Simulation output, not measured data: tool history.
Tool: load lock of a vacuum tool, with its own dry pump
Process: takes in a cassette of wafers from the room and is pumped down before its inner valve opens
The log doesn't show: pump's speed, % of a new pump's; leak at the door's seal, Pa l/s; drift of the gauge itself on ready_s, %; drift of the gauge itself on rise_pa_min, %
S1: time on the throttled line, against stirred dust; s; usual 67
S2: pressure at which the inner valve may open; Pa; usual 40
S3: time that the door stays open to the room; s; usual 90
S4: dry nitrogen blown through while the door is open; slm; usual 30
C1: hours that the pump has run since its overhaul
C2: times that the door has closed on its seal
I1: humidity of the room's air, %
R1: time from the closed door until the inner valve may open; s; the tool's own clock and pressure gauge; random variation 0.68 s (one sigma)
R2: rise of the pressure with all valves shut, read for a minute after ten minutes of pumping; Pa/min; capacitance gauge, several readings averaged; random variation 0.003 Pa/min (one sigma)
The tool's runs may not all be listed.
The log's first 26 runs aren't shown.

run,hour,S1,S2,S3,S4,C1,C2,I1,R1,R2
27,10927.4,67,61,90,15,11790,18533,47.0,99.6,0.034
28,11333.1,67,61,90,15,12196,20527,48.3,100.7,0.038
29,11622.9,40,40,143,30,12485,21952,46.4,79.6,0.031
30,12013.0,43,59,137,5,12875,23870,44.0,80.0,0.058
31,12301.0,67,40,181,23,13163,25285,42.6,100.8,0.042
# hour 12451.0: door's seal changed, seat wiped
32,12713.2,37,40,90,9,13574,1288,45.9,77.4,0.033
33,13008.4,37,40,90,9,13869,2740,46.7,76.8,0.045
34,13397.7,37,40,90,9,14259,4654,43.0,76.2,0.043
35,13896.2,67,40,90,21,14757,7104,45.2,101.9,0.033
36,14469.7,129,38,38,15,15331,9924,44.6,157.7,0.025

4 ways to go on from here, each from the tool as it stands after run 36. What would each give?
A,15111.2,113,40,90,30,15972,13078,44.0,?,?
B,15111.2,67,40,54,30,15972,13078,43.5,?,?
C,15111.2,129,38,38,31,15972,13078,43.7,?,?
D,15111.2,129,38,26,15,15972,13078,43.9,?,?

run,R1,R2
A,142.5,0.024
B,101.9,0.023
C,156.3,0.015
D,156.5,0.020
Without the tool's hidden state the same runs would have given:
run,R1,R2
A,142.5,0.023
B,101.9,0.023
C,156.2,0.015
D,156.5,0.019
